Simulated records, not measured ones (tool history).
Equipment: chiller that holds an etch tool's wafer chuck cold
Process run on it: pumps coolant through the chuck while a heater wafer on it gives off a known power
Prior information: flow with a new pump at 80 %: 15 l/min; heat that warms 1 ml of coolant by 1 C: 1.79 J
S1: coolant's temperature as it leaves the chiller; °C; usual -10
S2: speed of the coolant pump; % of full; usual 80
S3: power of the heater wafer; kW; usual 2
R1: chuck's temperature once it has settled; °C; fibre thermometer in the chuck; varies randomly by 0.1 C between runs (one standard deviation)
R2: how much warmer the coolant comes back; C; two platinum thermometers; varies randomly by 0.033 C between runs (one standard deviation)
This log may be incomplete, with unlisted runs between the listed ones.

run,day,S1,S2,S3,R1,R2
1,0,-10,80,2,2.5,4.49
2,0.762,-1,80,2,12,4.5
3,2.333,-10,87,2,1.7,4.14
4,3.808,-10,87,2,1.8,4.25
5,4.988,-10,80,1.241,-2,2.81
6,6.146,-10,80,1.241,-2.2,2.77
7,7.508,-10,80,1.241,-2.2,2.79
8,8.379,-10,80,1.241,-2,2.75
9,9.9,-10,98,2,0.7,3.73
10,11.15,-10,91,2,1.4,4.03
11,12.542,-10,91,2,1.5,4
12,13.438,-10,91,2,1.6,3.98
13,14.175,-19,80,2,-6.1,4.55
14,14.904,-10,80,2,2.9,4.49
15,15.688,-10,90,2,1.6,4.03
16,16.821,-10,90,2,1.7,4.06
17,17.946,-4,73,1.842,8.8,4.49
18,19.146,-12,84,2,0.3,4.32
19,20.254,-12,84,2,0.3,4.3
20,21.75,0,68,1.057,7.9,2.77
21,22.9,-3,70,1.13,5,2.9
22,24.017,-3,70,1.091,4.8,2.82
23,24.983,-10,66,1.551,1.7,4.26
24,25.804,-10,66,1.551,1.7,4.22
25,26.871,-10,66,1.551,1.6,4.24
26,28.158,-10,66,1.551,1.7,4.2
27,29.112,-19,78,1.297,-10.6,3.06
28,30.621,-17,78,1.347,-8,3.12
29,31.612,-17,78,1.347,-8,3.22
30,32.583,-13,76,1.864,-0.5,4.46
31,33.921,-13,70,1.1,-4.9,2.88
32,35.254,-13,70,1.1,-5.1,2.85

Measured result minus the same run's result without the hidden state. Both carry the same run-to-run variation, though not necessarily the same gauge scatter:
The hidden state here: heat passed by the chuck's channels, % of clean ones'; flow at a given pump speed, % of a new pump's; coolant's true temperature over the reading, C; drift of the gauge itself on chuck_c, C; drift of the gauge itself on warmer_back_c, C.
run,R1,R2
1,+1,+0.04
2,+1.1,+0.04
3,+1,+0.04
4,+1,+0.04
5,+0.7,+0.03
6,+0.7,+0.03
7,+0.6,+0.03
8,+0.7,+0.04
9,+0.9,+0.04
10,+1,+0.05
11,+1,+0.05
12,+1.1,+0.06
13,+1.1,+0.06
14,+1.2,+0.06
15,+1.1,+0.06
16,+1.1,+0.06
17,+1.2,+0.07
18,+1.2,+0.07
19,+1.1,+0.07
20,+0.8,+0.04
21,+0.8,+0.05
22,+0.8,+0.05
23,+1.1,+0.08
24,+1.1,+0.08
25,+1.2,+0.07
26,+1.1,+0.08
27,+0.9,+0.06
28,+1,+0.06
29,+0.9,+0.06
30,+1.4,+0.09
31,+0.9,+0.06
32,+0.8,+0.06
